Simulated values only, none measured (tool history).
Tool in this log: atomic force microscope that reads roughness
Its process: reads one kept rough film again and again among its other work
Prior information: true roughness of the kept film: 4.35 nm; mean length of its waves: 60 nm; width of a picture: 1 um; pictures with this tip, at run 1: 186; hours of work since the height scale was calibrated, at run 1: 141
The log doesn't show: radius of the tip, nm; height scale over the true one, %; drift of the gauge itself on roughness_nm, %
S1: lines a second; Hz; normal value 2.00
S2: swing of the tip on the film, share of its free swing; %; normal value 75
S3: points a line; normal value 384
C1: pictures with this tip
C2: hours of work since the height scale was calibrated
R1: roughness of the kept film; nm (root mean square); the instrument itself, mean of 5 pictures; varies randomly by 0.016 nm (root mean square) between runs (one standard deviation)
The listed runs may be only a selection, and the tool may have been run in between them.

run	hour	S1	S2	S3	C1	C2	R1
1	0.0	2.00	75	384	186	141	3.557
2	13.6	2.00	75	384	196	147	3.569
# hour 25.6: new tip fitted
3	30.0	2.00	75	384	3	154	3.785
4	43.3	2.00	75	384	12	159	3.742
5	50.9	2.00	75	384	18	163	3.735
6	62.0	2.00	75	784	25	167	3.719
7	72.4	2.00	75	784	33	172	3.750
8	89.0	2.00	84	784	44	178	3.562
9	104.8	2.00	84	784	55	185	3.538
10	121.6	0.56	88	784	67	192	3.895
11	130.2	2.00	57	704	73	196	3.945
12	143.8	0.51	61	471	82	201	4.028
13	157.3	2.00	76	727	92	207	3.661

Forecast each of these 3 alternatives for the next run:
A	168.5	3.66	75	384	100	212	?
B	168.5	3.22	75	667	100	212	?
C	168.5	0.55	76	589	100	212	?

run	R1
A	3.434
B	3.485
C	3.930
Had the tool no hidden state, the same runs would have come out as:
run	R1
A	3.533
B	3.586
C	4.043

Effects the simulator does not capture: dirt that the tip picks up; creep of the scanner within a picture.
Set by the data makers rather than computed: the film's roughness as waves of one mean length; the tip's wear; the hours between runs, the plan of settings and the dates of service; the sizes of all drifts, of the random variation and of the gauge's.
